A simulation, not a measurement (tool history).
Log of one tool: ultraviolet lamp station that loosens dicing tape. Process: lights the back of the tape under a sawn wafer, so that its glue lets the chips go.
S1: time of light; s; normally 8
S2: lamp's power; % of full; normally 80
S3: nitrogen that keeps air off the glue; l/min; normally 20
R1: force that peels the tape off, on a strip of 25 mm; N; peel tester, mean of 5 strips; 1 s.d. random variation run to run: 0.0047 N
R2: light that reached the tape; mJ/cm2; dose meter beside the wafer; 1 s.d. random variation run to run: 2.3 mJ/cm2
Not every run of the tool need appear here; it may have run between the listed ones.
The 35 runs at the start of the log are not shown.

Run 36, hour 733.6: usual settings but S1 11 s, S2 91 % of full, S3 9 l/min. Result: R1 0.199 N, R2 289 mJ/cm2.
Run 37, hour 746.0: usual settings but S1 15 s. Result: R1 0.173 N, R2 345 mJ/cm2.
Run 38, hour 769.7: usual settings but S1 11 s, S2 75 % of full. Result: R1 0.201 N, R2 235 mJ/cm2.
Run 39, hour 798.6: usual settings but S1 14 s, S3 24 l/min. Result: R1 0.173 N, R2 319 mJ/cm2.
Run 40, hour 813.4: usual settings but S1 7 s, S3 7 l/min. Result: R1 0.439 N, R2 157 mJ/cm2.
Run 41, hour 830.4: usual settings but S1 7 s, S2 79 % of full, S3 7 l/min. Result: R1 0.456 N, R2 156 mJ/cm2.
Run 42, hour 852.6: usual settings but S2 77 % of full, S3 19 l/min. Result: R1 0.280 N, R2 168 mJ/cm2.
Run 43, hour 880.1: usual settings but S1 10 s, S2 61 % of full, S3 9 l/min. Result: R1 0.371 N, R2 168 mJ/cm2.

5 ways to go on from here, each from the tool as it stands after run 43. What would each give?
Run A, hour 893.0: usual settings but S1 5 s, S2 82 % of full, S3 32 l/min. Result: R1 ?, R2 ?.
Run B, hour 893.0: usual settings but S1 12 s, S2 66 % of full, S3 35 l/min. Result: R1 ?, R2 ?.
Run C, hour 893.0: usual settings but S1 12 s, S2 75 % of full, S3 14 l/min. Result: R1 ?, R2 ?.
Run D, hour 893.0: usual settings but S2 82 % of full, S3 19 l/min. Result: R1 ?, R2 ?.
Run E, hour 893.0: usual settings but S1 4 s, S2 98 % of full. Result: R1 ?, R2 ?.

run     R1   R2
  A  0.443  113
  B  0.197  223
  C  0.201  244
  D  0.264  185
  E  0.528  108
Without the tool's unlogged condition, the same runs would have read:
run     R1   R2
  A  0.308  145
  B  0.177  286
  C  0.176  316
  D  0.206  237
  E  0.362  139
